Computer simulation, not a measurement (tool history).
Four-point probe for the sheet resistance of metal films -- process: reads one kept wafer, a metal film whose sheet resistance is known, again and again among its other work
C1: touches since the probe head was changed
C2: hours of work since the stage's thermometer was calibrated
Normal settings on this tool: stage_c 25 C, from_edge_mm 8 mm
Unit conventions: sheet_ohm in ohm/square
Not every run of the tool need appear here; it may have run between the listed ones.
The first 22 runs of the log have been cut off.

run 23 hour=2044.5 | stage_c=32 from_edge_mm=29 | C1=86176 C2=586 | sheet_ohm=0.498626
run 24 hour=2158.6 | stage_c=32 from_edge_mm=29 | C1=91550 C2=655 | sheet_ohm=0.499020
run 25 hour=2247.1 | stage_c=24 from_edge_mm=35 | C1=95723 C2=709 | sheet_ohm=0.497890
run 26 hour=2367.4 | stage_c=24 from_edge_mm=35 | C1=101388 C2=781 | sheet_ohm=0.498035
run 27 hour=2423.6 | stage_c=25 from_edge_mm=9 | C1=104038 C2=815 | sheet_ohm=0.501378
run 28 hour=2478.4 | stage_c=25 from_edge_mm=28 | C1=106618 C2=849 | sheet_ohm=0.498533
run 29 hour=2603.9 | stage_c=19 from_edge_mm=4 | C1=112532 C2=924 | sheet_ohm=0.513609
run 30 hour=2699.6 | stage_c=31 from_edge_mm=12 | C1=117039 C2=982 | sheet_ohm=0.500787
run 31 hour=2773.4 | stage_c=28 from_edge_mm=44 | C1=120517 C2=1027 | sheet_ohm=0.498787
run 32 hour=2863.1 | stage_c=24 from_edge_mm=3 | C1=124740 C2=1081 | sheet_ohm=0.526461

Consider 4 possible next runs. They are alternatives, not a sequence: every one starts from the tool as it was left by run 32. What does each give?
run A hour=2995.2 | stage_c=29 from_edge_mm=3 | C1=130964 C2=1161 | sheet_ohm=?
run B hour=2995.2 | stage_c=32 from_edge_mm=32 | C1=130964 C2=1161 | sheet_ohm=?
run C hour=2995.2 | stage_c=20 from_edge_mm=8 | C1=130964 C2=1161 | sheet_ohm=?
run D hour=2995.2 | stage_c=27 from_edge_mm=8 | C1=130964 C2=1161 | sheet_ohm=?

run=A sheet_ohm=0.526940
run=B sheet_ohm=0.499615
run=C sheet_ohm=0.502046
run=D sheet_ohm=0.502914
Had the tool no hidden state, the same runs would have come out as:
run=A sheet_ohm=0.525542
run=B sheet_ohm=0.498278
run=C sheet_ohm=0.500716
run=D sheet_ohm=0.501575

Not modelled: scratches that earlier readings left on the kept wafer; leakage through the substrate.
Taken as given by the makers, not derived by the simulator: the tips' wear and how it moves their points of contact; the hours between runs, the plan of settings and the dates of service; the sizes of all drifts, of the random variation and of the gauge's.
